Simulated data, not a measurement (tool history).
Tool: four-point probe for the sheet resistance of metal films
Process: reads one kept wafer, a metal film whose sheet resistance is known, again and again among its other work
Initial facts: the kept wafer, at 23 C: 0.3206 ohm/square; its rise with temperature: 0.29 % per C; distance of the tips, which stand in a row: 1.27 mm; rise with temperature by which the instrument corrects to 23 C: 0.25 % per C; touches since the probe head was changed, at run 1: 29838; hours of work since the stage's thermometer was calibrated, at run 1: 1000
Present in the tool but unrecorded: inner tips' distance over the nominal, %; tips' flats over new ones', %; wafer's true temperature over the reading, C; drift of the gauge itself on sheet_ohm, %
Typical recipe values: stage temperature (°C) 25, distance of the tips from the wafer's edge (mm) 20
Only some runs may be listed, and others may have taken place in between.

run,hour,stage temperature (°C),distance of the tips from the wafer's edge (mm),touches since the probe head was changed,hours of work since the stage's thermometer was calibrated,sheet resistance as the instrument gives it (ohm/square)
1,0,25,20,29838,1000,0.32462
2,99.8,25,20,35690,1077,0.324844
3,179.6,25,6,40376,1138,0.332097
4,232.5,32,20,43481,1179,0.325984
5,316.8,25,9,48422,1243,0.328167
6,372.2,25,3,51678,1286,0.353156
7,432.3,25,6,55201,1332,0.33264
8,518.8,25,6,60279,1398,0.332888
9,574.8,25,6,63560,1441,0.332978
10,698.3,25,6,70809,1536,0.333331
11,820.9,25,6,78001,1630,0.333668
12,877.5,25,20,81322,1673,0.326768
13,996.8,22,5,88321,1765,0.336948
# hour 1009.4: new probe head fitted
14,1107.4,32,5,5753,1849,0.334335
15,1202,32,5,11300,1922,0.334638
16,1299.4,32,5,17015,1996,0.3351
17,1382.8,32,39,21911,2060,0.324504
18,1443.9,32,39,25497,2107,0.324536
19,1562.3,32,39,32442,2198,0.324833
20,1644.7,25,49,37280,2261,0.324236
21,1737,25,14,42690,2332,0.325734
22,1817.6,25,14,47423,2394,0.325992
23,1929.1,22,11,53964,2479,0.326641

Predict each of these 4 candidate next runs independently; none follows another, all start after run 23:
A,1990.6,19,21,57573,2527,?
B,1990.6,25,6,57573,2527,?
C,1990.6,22,45,57573,2527,?
D,1990.6,20,4,57573,2527,?

run,sheet resistance as the instrument gives it (ohm/square)
A,0.324777
B,0.332502
C,0.324582
D,0.340832
What these runs would have given with no unlogged condition in the tool:
run,sheet resistance as the instrument gives it (ohm/square)
A,0.320745
B,0.328396
C,0.320561
D,0.336617
